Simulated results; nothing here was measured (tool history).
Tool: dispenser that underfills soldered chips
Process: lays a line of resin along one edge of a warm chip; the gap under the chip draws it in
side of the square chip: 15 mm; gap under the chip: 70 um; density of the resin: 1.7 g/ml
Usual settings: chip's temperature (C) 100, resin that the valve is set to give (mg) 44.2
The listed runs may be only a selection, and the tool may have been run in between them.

run,day,chip's temperature (C),resin that the valve is set to give (mg),time until the resin shows at the far edge (s),resin that the valve gave (mg)
1,0,100,44.2,140.2,43.68
2,0.258,100,44.2,176.9,43.74
# day 0.492: new syringe of resin
3,0.583,100,44.2,141.7,43.62
4,0.921,100,50.5,191,49.75
# day 1.058: new syringe of resin
5,1.079,100,50.5,135.1,49.53
# day 1.254: dispensing valve cleaned and set on the balance
6,1.462,100,42.8,182.5,42.82
# day 1.671: new syringe of resin
7,1.708,100,37.7,140.3,37.38
8,1.858,100,37.7,162.7,37.43
9,2.162,100,44.2,207,43.84
# day 2.229: new syringe of resin
10,2.388,100,44.2,152.1,44.07
11,2.579,100,44.2,184.3,43.81
# day 2.8: new syringe of resin
12,2.879,100,44.2,140.9,43.66
13,3.079,100,44.2,173.2,43.59
14,3.275,93,44.2,275.1,43.62
# day 3.358: new syringe of resin
15,3.488,93,44.2,202.6,43.48
16,3.667,93,44.2,239.6,43.59
# day 3.917: new syringe of resin
17,3.983,93,44.2,191.7,43.44
# day 4.188: dispensing valve cleaned and set on the balance
18,4.258,93,44.2,232.8,44.28
19,4.454,93,44.2,284.8,44.48
# day 4.521: new syringe of resin
20,4.654,109,41.2,106.7,41.28
21,4.862,100,52.1,181,52.16
# day 5.079: new syringe of resin
22,5.204,112,45.3,92.1,45.3
23,5.425,112,45.3,111.9,45.05
# day 5.633: new syringe of resin
24,5.775,103,52.3,131.7,52.03
25,5.95,103,52.3,154.6,51.86
# day 6.192: new syringe of resin
26,6.254,96,55.4,169.7,54.85
27,6.579,100,43.6,192.4,43.21
# day 6.762: new syringe of resin
28,6.912,100,43.6,152.8,42.95
# day 7.125: dispensing valve cleaned and set on the balance
29,7.25,91,43.6,300.8,43.47
# day 7.371: new syringe of resin
30,7.433,88,38.7,247.5,38.65
31,7.654,99,43.4,181.7,43.33
# day 7.929: new syringe of resin
32,7.929,99,43.4,141.9,43.14
33,8.179,91,54.9,250.3,54.57
34,8.462,91,54.9,321.4,54.18
# day 8.492: new syringe of resin
35,8.742,100,44.2,167.1,43.65

What would each run have given without the hidden state, its run-to-run variation left as it was?
Hidden state present: resin's viscosity, % of fresh resin's; dose that the valve gives, % of what is set; true chip temperature over the reading, C; drift of the gauge itself on fill_s, %; drift of the gauge itself on given_mg, %.
run,time until the resin shows at the far edge (s),resin that the valve gave (mg)
1,130.6,44.14
2,130.6,44.27
3,132.3,44.23
4,131.8,50.54
5,133.2,50.36
6,132.3,42.85
7,136.4,37.46
8,137.8,37.54
9,133.3,44.04
10,132.1,44.32
11,134.6,44.12
12,131.5,44.05
13,134.7,44.03
14,179.9,44.11
15,179.1,44.02
16,180.4,44.18
17,178.4,44.11
18,176.2,44.2
19,180.9,44.45
20,92.9,41.3
21,130.4,52.25
22,81.1,45.47
23,80.8,45.27
24,114.4,52.39
25,114.8,52.28
26,157.3,55.39
27,133,43.72
28,129.5,43.55
29,195.3,43.53
30,230.3,38.74
31,139,43.5
32,136.8,43.37
33,193.1,54.94
34,191.5,54.65
35,130.3,44.1

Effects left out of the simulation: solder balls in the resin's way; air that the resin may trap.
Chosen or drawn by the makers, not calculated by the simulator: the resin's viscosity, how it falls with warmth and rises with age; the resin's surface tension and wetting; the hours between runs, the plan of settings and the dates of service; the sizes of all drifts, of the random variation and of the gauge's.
